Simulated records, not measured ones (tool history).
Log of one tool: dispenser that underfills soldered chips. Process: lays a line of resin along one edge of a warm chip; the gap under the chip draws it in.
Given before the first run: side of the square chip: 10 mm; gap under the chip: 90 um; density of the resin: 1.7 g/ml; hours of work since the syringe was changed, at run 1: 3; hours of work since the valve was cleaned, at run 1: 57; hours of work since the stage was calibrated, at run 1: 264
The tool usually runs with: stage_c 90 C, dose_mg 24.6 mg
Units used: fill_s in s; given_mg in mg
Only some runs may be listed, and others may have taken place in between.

| run | hour | stage_c | dose_mg | hours of work since the syringe was changed | hours of work since the valve was cleaned | hours of work since the stage was calibrated | fill_s | given_mg |
|---|---|---|---|---|---|---|---|---|
| 1 | 0.0 | 90 | 24.6 | 3 | 57 | 264 | 87.8 | 23.21 |
|  | 5.6 | new syringe of resin |
| 2 | 6.9 | 90 | 24.6 | 1 | 62 | 269 | 79.0 | 23.01 |
|  | 12.1 | dispensing valve cleaned and set on the balance |
|  | 17.2 | new syringe of resin |
| 3 | 20.9 | 90 | 24.6 | 3 | 7 | 279 | 84.9 | 24.41 |
|  | 27.2 | new syringe of resin |
| 4 | 28.7 | 90 | 24.6 | 1 | 13 | 284 | 79.6 | 24.15 |
|  | 36.9 | new syringe of resin |
| 5 | 39.5 | 90 | 23.4 | 2 | 21 | 293 | 82.6 | 22.81 |
|  | 46.8 | new syringe of resin |
| 6 | 48.5 | 90 | 23.4 | 1 | 27 | 299 | 79.4 | 22.93 |
|  | 56.3 | new syringe of resin |
| 7 | 62.4 | 90 | 23.4 | 5 | 38 | 310 | 95.0 | 22.69 |
|  | 66.5 | new syringe of resin |
| 8 | 69.9 | 90 | 23.4 | 3 | 44 | 316 | 84.9 | 22.48 |
|  | 76.6 | new syringe of resin |
|  | 79.7 | stage's temperature calibrated |
| 9 | 83.7 | 90 | 26.6 | 5 | 53 | 3 | 97.6 | 25.22 |
|  | 87.2 | new syringe of resin |
| 10 | 90.5 | 90 | 26.6 | 3 | 59 | 8 | 85.7 | 25.00 |
|  | 96.7 | new syringe of resin |
| 11 | 98.9 | 81 | 26.6 | 2 | 65 | 15 | 112.9 | 24.79 |
|  | 100.9 | dispensing valve cleaned and set on the balance |
|  | 107.6 | new syringe of resin |
| 12 | 109.4 | 81 | 26.6 | 1 | 6 | 22 | 111.4 | 26.52 |
|  | 117.6 | new syringe of resin |
| 13 | 120.1 | 90 | 25.2 | 2 | 15 | 30 | 85.0 | 24.90 |
|  | 127.8 | new syringe of resin |
| 14 | 129.7 | 90 | 21.8 | 1 | 22 | 37 | 85.1 | 21.29 |

Predict each of these 3 candidate next runs independently; none follows another, all start after run 14:
| A | 136.4 | 80 | 24.6 | 7 | 27 | 42 | ? | ? |
| B | 136.4 | 103 | 30.4 | 7 | 27 | 42 | ? | ? |
| C | 136.4 | 82 | 24.6 | 7 | 27 | 42 | ? | ? |

| run | fill_s | given_mg |
|---|---|---|
| A | 155.7 | 24.20 |
| B | 68.0 | 29.40 |
| C | 143.2 | 24.12 |
With no hidden state in the tool, these same runs would have given:
| run | fill_s | given_mg |
|---|---|---|
| A | 111.9 | 24.89 |
| B | 48.9 | 30.24 |
| C | 102.9 | 24.81 |
